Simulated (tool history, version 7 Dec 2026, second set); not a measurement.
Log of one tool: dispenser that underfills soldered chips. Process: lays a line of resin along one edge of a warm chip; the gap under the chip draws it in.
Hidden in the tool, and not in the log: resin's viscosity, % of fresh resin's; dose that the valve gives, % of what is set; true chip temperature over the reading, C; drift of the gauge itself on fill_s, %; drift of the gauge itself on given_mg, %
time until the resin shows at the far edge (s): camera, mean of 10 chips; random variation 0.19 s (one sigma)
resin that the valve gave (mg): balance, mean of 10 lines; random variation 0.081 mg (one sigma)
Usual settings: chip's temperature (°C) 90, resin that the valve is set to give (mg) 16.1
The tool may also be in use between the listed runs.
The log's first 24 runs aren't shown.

run,hour,chip's temperature (°C),resin that the valve is set to give (mg),hours of work since the syringe was changed,hours of work since the valve was cleaned,hours of work since the stage was calibrated,time until the resin shows at the far edge (s),resin that the valve gave (mg)
# hour 192.5: new syringe of resin
25,194,82,18.6,1,123,171,9.9,17.72
26,198.5,99,17.3,4,126,174,4.9,16.46
# hour 200.4: dispensing valve cleaned and set on the balance
# hour 203.7: new syringe of resin
27,208.2,99,17.3,3,5,180,5.1,17.33
# hour 214: new syringe of resin
28,214,99,17.3,0,8,183,4.7,17.1
29,220.6,89,15.1,4,13,188,8.3,15.07
# hour 224.4: new syringe of resin
30,228.9,89,17.9,3,18,193,7.2,17.68
# hour 235.2: new syringe of resin
31,237.6,89,17.9,2,23,198,7.7,17.67
32,243.4,97,18.2,5,27,202,5.7,18.08
# hour 245.2: new syringe of resin
33,248.7,90,20,2,30,205,7,19.53
# hour 256.1: new syringe of resin
34,257.1,91,20.4,1,36,211,6.2,20.09

Forecast each of these 5 alternatives for the next run:
A,264.5,104,14,6,41,216,?,?
B,264.5,92,14.4,6,41,216,?,?
C,264.5,90,20.3,6,41,216,?,?
D,264.5,90,17.9,6,41,216,?,?
E,264.5,94,18.3,6,41,216,?,?

run,time until the resin shows at the far edge (s),resin that the valve gave (mg)
A,4.7,13.67
B,7.3,14.1
C,7.5,19.83
D,7.8,17.61
E,6.6,17.86
Without the tool's hidden state the same runs would have given:
run,time until the resin shows at the far edge (s),resin that the valve gave (mg)
A,4.2,13.94
B,6.6,14.37
C,6.8,20.21
D,7.1,17.95
E,5.9,18.21
